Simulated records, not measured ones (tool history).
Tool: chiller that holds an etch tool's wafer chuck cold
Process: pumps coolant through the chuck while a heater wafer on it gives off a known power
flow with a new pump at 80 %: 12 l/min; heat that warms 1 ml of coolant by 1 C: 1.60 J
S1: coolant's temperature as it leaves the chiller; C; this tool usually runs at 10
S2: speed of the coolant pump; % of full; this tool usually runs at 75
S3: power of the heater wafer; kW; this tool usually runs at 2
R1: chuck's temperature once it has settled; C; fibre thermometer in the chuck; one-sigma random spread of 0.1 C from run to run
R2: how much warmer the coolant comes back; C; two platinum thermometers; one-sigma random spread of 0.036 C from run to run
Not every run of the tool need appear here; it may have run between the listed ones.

| run | day | S1 | S2 | S3 | R1 | R2 |
|---|---|---|---|---|---|---|
| 1 | 0 | 10 | 75 | 2 | 26.9 | 6.79 |
| 2 | 1.754 | 10 | 75 | 2 | 26.9 | 6.83 |
| 3 | 4.062 | 10 | 75 | 1.363 | 21.3 | 4.65 |
| 4 | 5.758 | 10 | 75 | 1.363 | 21.6 | 4.67 |
| 5 | 7.096 | 10 | 75 | 2 | 27 | 6.81 |
| 6 | 9.112 | 10 | 75 | 1.733 | 24.5 | 5.93 |
| 7 | 10.512 | 10 | 75 | 2 | 27 | 6.82 |
| 8 | 12.521 | 10 | 75 | 2 | 27 | 6.87 |
| 9 | 14.562 | 8 | 75 | 2 | 25 | 6.81 |
| 10 | 15.646 | 8 | 75 | 2 | 25 | 6.81 |
| 11 | 16.921 | 10 | 100 | 2 | 23.2 | 5.02 |
| 12 | 18.358 | 10 | 100 | 2 | 23.3 | 5.03 |
| 13 | 20.083 | 9 | 100 | 2 | 22.2 | 5.08 |
| 14 | 21.662 | 18 | 75 | 2 | 35.1 | 6.88 |
| 15 | 22.625 | 18 | 75 | 2 | 34.9 | 6.83 |
| 16 | 23.888 | 18 | 75 | 2 | 35.2 | 6.93 |
| 17 | 26.071 | 18 | 75 | 2 | 35.3 | 6.88 |
| 18 | 27.725 | 18 | 75 | 2 | 35.2 | 6.92 |
| 19 | 29.367 | 18 | 75 | 2 | 35.2 | 6.87 |
|  | 29.696 | coolant pump overhauled |
| 20 | 31.817 | 13 | 75 | 1.066 | 22.1 | 3.71 |
| 21 | 33.508 | 11 | 63 | 1.102 | 22.3 | 4.59 |
| 22 | 35.058 | 3 | 75 | 2 | 20.6 | 7.05 |
| 23 | 37.35 | 17 | 71 | 2 | 35.3 | 7.41 |
| 24 | 38.379 | 9 | 85 | 1.281 | 18.8 | 3.94 |
| 25 | 39.467 | 9 | 85 | 1.281 | 18.9 | 3.9 |
| 26 | 41.346 | 13 | 75 | 1.191 | 23.3 | 4.17 |
|  | 41.979 | coolant pump overhauled, once more |
| 27 | 42.804 | 13 | 75 | 1.191 | 22.9 | 3.92 |
| 28 | 44.188 | 13 | 75 | 1.191 | 22.8 | 4.01 |
| 29 | 46.271 | 10 | 62 | 1.176 | 21.6 | 4.8 |
| 30 | 47.854 | 10 | 62 | 1.176 | 21.6 | 4.82 |
| 31 | 50.033 | 13 | 62 | 1.628 | 29.4 | 6.66 |

Measured less the same run without the tool's hidden state. The same run-to-run variation is in both; the gauge's scatter may not be:
Unlogged tool condition in this case: heat passed by the chuck's channels, % of clean ones'; flow at a given pump speed, % of a new pump's; coolant's true temperature over the reading, C; drift of the gauge itself on chuck_c, C; drift of the gauge itself on warmer_back_c, C.
| run | R1 | R2 |
|---|---|---|
| 1 | +0.2 | +0.11 |
| 2 | +0.3 | +0.12 |
| 3 | +0.2 | +0.09 |
| 4 | +0.2 | +0.09 |
| 5 | +0.4 | +0.14 |
| 6 | +0.3 | +0.13 |
| 7 | +0.5 | +0.15 |
| 8 | +0.5 | +0.16 |
| 9 | +0.5 | +0.17 |
| 10 | +0.5 | +0.17 |
| 11 | +0.4 | +0.13 |
| 12 | +0.4 | +0.13 |
| 13 | +0.4 | +0.13 |
| 14 | +0.5 | +0.19 |
| 15 | +0.5 | +0.2 |
| 16 | +0.5 | +0.19 |
| 17 | +0.6 | +0.21 |
| 18 | +0.6 | +0.21 |
| 19 | +0.6 | +0.22 |
| 20 | +0.3 | +0.14 |
| 21 | +0.5 | +0.19 |
| 22 | +0.8 | +0.29 |
| 23 | +0.9 | +0.32 |
| 24 | +0.4 | +0.17 |
| 25 | +0.4 | +0.17 |
| 26 | +0.5 | +0.19 |
| 27 | +0 | -0.02 |
| 28 | +0 | -0.01 |
| 29 | +0.1 | -0.01 |
| 30 | +0.1 | -0.01 |
| 31 | +0.2 | +0 |

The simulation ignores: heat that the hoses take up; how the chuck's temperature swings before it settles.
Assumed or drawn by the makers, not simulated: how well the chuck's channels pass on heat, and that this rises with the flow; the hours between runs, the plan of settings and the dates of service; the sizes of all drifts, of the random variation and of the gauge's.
